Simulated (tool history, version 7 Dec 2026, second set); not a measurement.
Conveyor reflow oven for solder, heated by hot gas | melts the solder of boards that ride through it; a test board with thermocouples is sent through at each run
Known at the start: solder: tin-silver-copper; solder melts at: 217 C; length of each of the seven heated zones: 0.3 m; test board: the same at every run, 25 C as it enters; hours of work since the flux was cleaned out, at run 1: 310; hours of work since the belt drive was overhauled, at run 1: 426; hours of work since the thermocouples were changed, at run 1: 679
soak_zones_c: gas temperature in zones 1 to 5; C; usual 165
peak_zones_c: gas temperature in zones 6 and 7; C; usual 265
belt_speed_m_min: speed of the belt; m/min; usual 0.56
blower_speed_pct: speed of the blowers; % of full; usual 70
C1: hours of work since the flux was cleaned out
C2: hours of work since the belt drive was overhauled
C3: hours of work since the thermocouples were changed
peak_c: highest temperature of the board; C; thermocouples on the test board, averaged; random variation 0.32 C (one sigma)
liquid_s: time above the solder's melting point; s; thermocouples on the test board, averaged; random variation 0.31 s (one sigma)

{"run": 1, "hour": 0.0, "soak_zones_c": 165, "peak_zones_c": 265, "belt_speed_m_min": 0.56, "blower_speed_pct": 70, "C1": 310, "C2": 426, "C3": 679, "peak_c": 242.1, "liquid_s": 37.2}
{"run": 2, "hour": 14.6, "soak_zones_c": 160, "peak_zones_c": 265, "belt_speed_m_min": 0.56, "blower_speed_pct": 70, "C1": 320, "C2": 436, "C3": 689, "peak_c": 241, "liquid_s": 34.7}
{"run": 3, "hour": 49.0, "soak_zones_c": 160, "peak_zones_c": 265, "belt_speed_m_min": 0.56, "blower_speed_pct": 70, "C1": 343, "C2": 460, "C3": 712, "peak_c": 240.7, "liquid_s": 34.6}
{"run": 4, "hour": 71.8, "soak_zones_c": 165, "peak_zones_c": 265, "belt_speed_m_min": 0.517, "blower_speed_pct": 70, "C1": 359, "C2": 475, "C3": 728, "peak_c": 243.9, "liquid_s": 43.8}
{"run": 5, "hour": 93.6, "soak_zones_c": 165, "peak_zones_c": 265, "belt_speed_m_min": 0.517, "blower_speed_pct": 70, "C1": 373, "C2": 490, "C3": 743, "peak_c": 243.8, "liquid_s": 43.6}
{"hour": 110.0, "done": "flux residue cleaned out of gas plates and filters"}
{"run": 6, "hour": 130.4, "soak_zones_c": 165, "peak_zones_c": 265, "belt_speed_m_min": 0.56, "blower_speed_pct": 70, "C1": 14, "C2": 511, "C3": 764, "peak_c": 245.5, "liquid_s": 40.1}
{"run": 7, "hour": 144.7, "soak_zones_c": 165, "peak_zones_c": 265, "belt_speed_m_min": 0.56, "blower_speed_pct": 70, "C1": 24, "C2": 521, "C3": 774, "peak_c": 245, "liquid_s": 40.6}
{"run": 8, "hour": 173.8, "soak_zones_c": 165, "peak_zones_c": 265, "belt_speed_m_min": 0.56, "blower_speed_pct": 70, "C1": 43, "C2": 541, "C3": 794, "peak_c": 244.6, "liquid_s": 40.1}
{"run": 9, "hour": 193.9, "soak_zones_c": 165, "peak_zones_c": 274, "belt_speed_m_min": 0.56, "blower_speed_pct": 70, "C1": 57, "C2": 555, "C3": 807, "peak_c": 252.5, "liquid_s": 45.4}
{"run": 10, "hour": 219.0, "soak_zones_c": 165, "peak_zones_c": 265, "belt_speed_m_min": 0.56, "blower_speed_pct": 70, "C1": 74, "C2": 572, "C3": 824, "peak_c": 244.9, "liquid_s": 40.4}
{"run": 11, "hour": 244.0, "soak_zones_c": 165, "peak_zones_c": 265, "belt_speed_m_min": 0.56, "blower_speed_pct": 70, "C1": 91, "C2": 588, "C3": 841, "peak_c": 244.3, "liquid_s": 40.2}
{"hour": 262.7, "done": "thermocouples of zones 6 and 7 changed"}
{"run": 12, "hour": 278.4, "soak_zones_c": 165, "peak_zones_c": 265, "belt_speed_m_min": 0.56, "blower_speed_pct": 70, "C1": 113, "C2": 610, "C3": 11, "peak_c": 244.4, "liquid_s": 40.4}
{"run": 13, "hour": 303.0, "soak_zones_c": 165, "peak_zones_c": 265, "belt_speed_m_min": 0.56, "blower_speed_pct": 70, "C1": 129, "C2": 627, "C3": 27, "peak_c": 244.7, "liquid_s": 39.8}
{"run": 14, "hour": 337.4, "soak_zones_c": 165, "peak_zones_c": 265, "belt_speed_m_min": 0.56, "blower_speed_pct": 70, "C1": 153, "C2": 650, "C3": 51, "peak_c": 244.3, "liquid_s": 39.7}
{"run": 15, "hour": 356.6, "soak_zones_c": 171, "peak_zones_c": 278, "belt_speed_m_min": 0.638, "blower_speed_pct": 69, "C1": 166, "C2": 664, "C3": 64, "peak_c": 250.4, "liquid_s": 39.2}
{"run": 16, "hour": 380.9, "soak_zones_c": 171, "peak_zones_c": 278, "belt_speed_m_min": 0.638, "blower_speed_pct": 69, "C1": 182, "C2": 680, "C3": 80, "peak_c": 249.4, "liquid_s": 39.6}
{"run": 17, "hour": 399.7, "soak_zones_c": 171, "peak_zones_c": 278, "belt_speed_m_min": 0.638, "blower_speed_pct": 69, "C1": 195, "C2": 693, "C3": 93, "peak_c": 249.9, "liquid_s": 39.4}
{"run": 18, "hour": 433.3, "soak_zones_c": 153, "peak_zones_c": 275, "belt_speed_m_min": 0.635, "blower_speed_pct": 54, "C1": 218, "C2": 715, "C3": 116, "peak_c": 235.6, "liquid_s": 23.6}
{"run": 19, "hour": 451.9, "soak_zones_c": 154, "peak_zones_c": 274, "belt_speed_m_min": 0.464, "blower_speed_pct": 75, "C1": 230, "C2": 728, "C3": 128, "peak_c": 257.2, "liquid_s": 57}
{"run": 20, "hour": 469.8, "soak_zones_c": 154, "peak_zones_c": 266, "belt_speed_m_min": 0.584, "blower_speed_pct": 75, "C1": 243, "C2": 740, "C3": 140, "peak_c": 241.2, "liquid_s": 32.8}
{"run": 21, "hour": 504.4, "soak_zones_c": 159, "peak_zones_c": 275, "belt_speed_m_min": 0.542, "blower_speed_pct": 55, "C1": 266, "C2": 764, "C3": 164, "peak_c": 245.3, "liquid_s": 39.2}
{"run": 22, "hour": 538.2, "soak_zones_c": 179, "peak_zones_c": 265, "belt_speed_m_min": 0.56, "blower_speed_pct": 70, "C1": 289, "C2": 787, "C3": 187, "peak_c": 245.5, "liquid_s": 45.4}
{"run": 23, "hour": 553.8, "soak_zones_c": 179, "peak_zones_c": 265, "belt_speed_m_min": 0.479, "blower_speed_pct": 72, "C1": 300, "C2": 797, "C3": 197, "peak_c": 250.9, "liquid_s": 58.4}
{"run": 24, "hour": 584.3, "soak_zones_c": 179, "peak_zones_c": 265, "belt_speed_m_min": 0.479, "blower_speed_pct": 89, "C1": 320, "C2": 818, "C3": 218, "peak_c": 253.8, "liquid_s": 61.2}

5 ways to go on from here, each from the tool as it stands after run 24. What would each give?
{"run": "A", "hour": 617.8, "soak_zones_c": 165, "peak_zones_c": 265, "belt_speed_m_min": 0.524, "blower_speed_pct": 61, "C1": 343, "C2": 841, "C3": 241, "peak_c": "?", "liquid_s": "?"}
{"run": "B", "hour": 617.8, "soak_zones_c": 179, "peak_zones_c": 260, "belt_speed_m_min": 0.568, "blower_speed_pct": 89, "C1": 343, "C2": 841, "C3": 241, "peak_c": "?", "liquid_s": "?"}
{"run": "C", "hour": 617.8, "soak_zones_c": 176, "peak_zones_c": 265, "belt_speed_m_min": 0.547, "blower_speed_pct": 70, "C1": 343, "C2": 841, "C3": 241, "peak_c": "?", "liquid_s": "?"}
{"run": "D", "hour": 617.8, "soak_zones_c": 179, "peak_zones_c": 267, "belt_speed_m_min": 0.479, "blower_speed_pct": 60, "C1": 343, "C2": 841, "C3": 241, "peak_c": "?", "liquid_s": "?"}
{"run": "E", "hour": 617.8, "soak_zones_c": 177, "peak_zones_c": 279, "belt_speed_m_min": 0.56, "blower_speed_pct": 85, "C1": 343, "C2": 841, "C3": 241, "peak_c": "?", "liquid_s": "?"}

run=A peak_c=242 liquid_s=40.3
run=B peak_c=244.8 liquid_s=45
run=C peak_c=245.1 liquid_s=45
run=D peak_c=249.5 liquid_s=55.8
run=E peak_c=260.8 liquid_s=54.1
Without the tool's hidden state the same runs would have given:
run=A peak_c=245.1 liquid_s=42.9
run=B peak_c=248 liquid_s=47.2
run=C peak_c=248.2 liquid_s=47.2
run=D peak_c=252 liquid_s=57.1
run=E peak_c=264.5 liquid_s=55.2
